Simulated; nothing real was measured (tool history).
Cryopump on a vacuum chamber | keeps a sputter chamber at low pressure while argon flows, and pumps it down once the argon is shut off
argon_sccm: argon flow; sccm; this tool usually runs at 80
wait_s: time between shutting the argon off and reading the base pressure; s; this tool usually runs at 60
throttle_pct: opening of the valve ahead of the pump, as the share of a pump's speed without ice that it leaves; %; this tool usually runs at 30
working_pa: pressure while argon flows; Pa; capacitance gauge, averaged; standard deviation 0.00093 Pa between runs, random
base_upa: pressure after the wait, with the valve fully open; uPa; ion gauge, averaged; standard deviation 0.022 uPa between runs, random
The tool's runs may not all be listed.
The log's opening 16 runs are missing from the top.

| run | hour | argon_sccm | wait_s | throttle_pct | hours of work since the pump was warmed up and emptied | hours of work since the cold head was overhauled | hours of work since the chamber's fittings were tightened | working_pa | base_upa |
|---|---|---|---|---|---|---|---|---|---|
| 17 | 176.4 | 47 | 60 | 30 | 200 | 200 | 688 | 0.1168 | 1.1 |
| 18 | 189.6 | 47 | 60 | 30 | 211 | 211 | 699 | 0.1176 | 1.15 |
| 19 | 196.2 | 90 | 43 | 30 | 217 | 217 | 705 | 0.2246 | 1.37 |
| 20 | 203 | 90 | 43 | 30 | 223 | 223 | 711 | 0.2229 | 1.35 |
| 21 | 212.8 | 114 | 28 | 43 | 231 | 231 | 719 | 0.1999 | 1.8 |
| 22 | 220.1 | 39 | 60 | 30 | 237 | 237 | 725 | 0.0975 | 1.18 |
| 23 | 229.5 | 39 | 60 | 30 | 245 | 245 | 733 | 0.0967 | 1.11 |
| 24 | 240.7 | 80 | 88 | 30 | 254 | 254 | 742 | 0.199 | 0.99 |
| 25 | 252.8 | 64 | 120 | 29 | 265 | 265 | 753 | 0.1644 | 0.9 |
| 26 | 266.2 | 64 | 120 | 29 | 276 | 276 | 764 | 0.1653 | 0.9 |
| 27 | 281.3 | 64 | 120 | 29 | 289 | 289 | 777 | 0.1658 | 0.9 |
| 28 | 290.8 | 140 | 100 | 32 | 297 | 297 | 785 | 0.329 | 0.95 |
| 29 | 302.9 | 80 | 106 | 16 | 307 | 307 | 795 | 0.3698 | 0.97 |
| 30 | 309.3 | 33 | 35 | 27 | 312 | 312 | 800 | 0.0912 | 1.56 |
| 31 | 320.1 | 68 | 38 | 27 | 322 | 322 | 810 | 0.1891 | 1.54 |
| 32 | 333.1 | 68 | 21 | 15 | 333 | 333 | 821 | 0.3347 | 2.26 |
| 33 | 346.9 | 63 | 60 | 34 | 344 | 344 | 832 | 0.1396 | 1.19 |

Below are 5 alternative next runs, each starting from the tool's condition after run 33. Predict each:
| A | 355.1 | 63 | 26 | 34 | 351 | 351 | 839 | ? | ? |
| B | 355.1 | 48 | 63 | 34 | 351 | 351 | 839 | ? | ? |
| C | 355.1 | 34 | 127 | 40 | 351 | 351 | 839 | ? | ? |
| D | 355.1 | 88 | 60 | 34 | 351 | 351 | 839 | ? | ? |
| E | 355.1 | 38 | 23 | 30 | 351 | 351 | 839 | ? | ? |

| run | working_pa | base_upa |
|---|---|---|
| A | 0.1389 | 1.98 |
| B | 0.106 | 1.2 |
| C | 0.0632 | 0.97 |
| D | 0.197 | 1.26 |
| E | 0.0957 | 2.12 |
Take away the tool's hidden state, keep each run's random variation, and the runs would have read:
| run | working_pa | base_upa |
|---|---|---|
| A | 0.135 | 1.42 |
| B | 0.103 | 0.65 |
| C | 0.061 | 0.4 |
| D | 0.1914 | 0.69 |
| E | 0.0933 | 1.55 |
